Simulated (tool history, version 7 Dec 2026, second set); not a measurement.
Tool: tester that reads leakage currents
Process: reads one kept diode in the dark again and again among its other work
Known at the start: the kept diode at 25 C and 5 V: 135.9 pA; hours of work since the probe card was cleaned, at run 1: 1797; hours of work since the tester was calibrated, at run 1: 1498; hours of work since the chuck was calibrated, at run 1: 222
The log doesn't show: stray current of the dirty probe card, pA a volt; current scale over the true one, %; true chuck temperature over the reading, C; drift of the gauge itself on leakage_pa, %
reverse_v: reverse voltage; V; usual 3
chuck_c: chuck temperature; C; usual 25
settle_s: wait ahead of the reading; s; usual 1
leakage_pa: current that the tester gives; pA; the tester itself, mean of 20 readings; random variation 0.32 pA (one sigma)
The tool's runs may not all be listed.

run	hour	reverse_v	chuck_c	settle_s	hours of work since the probe card was cleaned	hours of work since the tester was calibrated	hours of work since the chuck was calibrated	leakage_pa
1	0	3	25	1	1797	1498	222	106.76
2	93.5	3	25	1	1836	1537	261	106.62
3	153.1	3	25	1	1861	1562	286	107.5
4	222.7	10.76	25	1	1890	1591	315	219.2
5	292.2	10.76	25	1	1919	1620	344	220.74
6	379.4	10.76	25	1	1955	1656	380	220.35
# hour 393.9: chuck's temperature calibrated
7	500.9	1.48	51	0.38	2005	1706	45	409.07
8	610.7	4.96	25	1.87	2051	1751	90	143.93
# hour 653.9: probe card cleaned and baked
# hour 671.2: chuck's temperature calibrated, once more
9	698.5	1.15	25	3.82	18	1786	11	62.06
10	763.3	4.3	21	5.03	45	1813	38	94.58

5 ways to go on from here, each from the tool as it stands after run 10. What would each give?
A	862.9	3	24	2.48	86	1854	80	?
B	862.9	4.3	21	5.03	86	1854	80	?
C	862.9	2.12	27	0.83	86	1854	80	?
D	862.9	5.54	26	0.89	86	1854	80	?
E	862.9	3	25	2.12	86	1854	80	?

run	leakage_pa
A	97.07
B	94.41
C	100.47
D	156.83
E	103.92
Without the tool's hidden state the same runs would have given:
run	leakage_pa
A	96.67
B	93.93
C	100.13
D	156.19
E	103.51
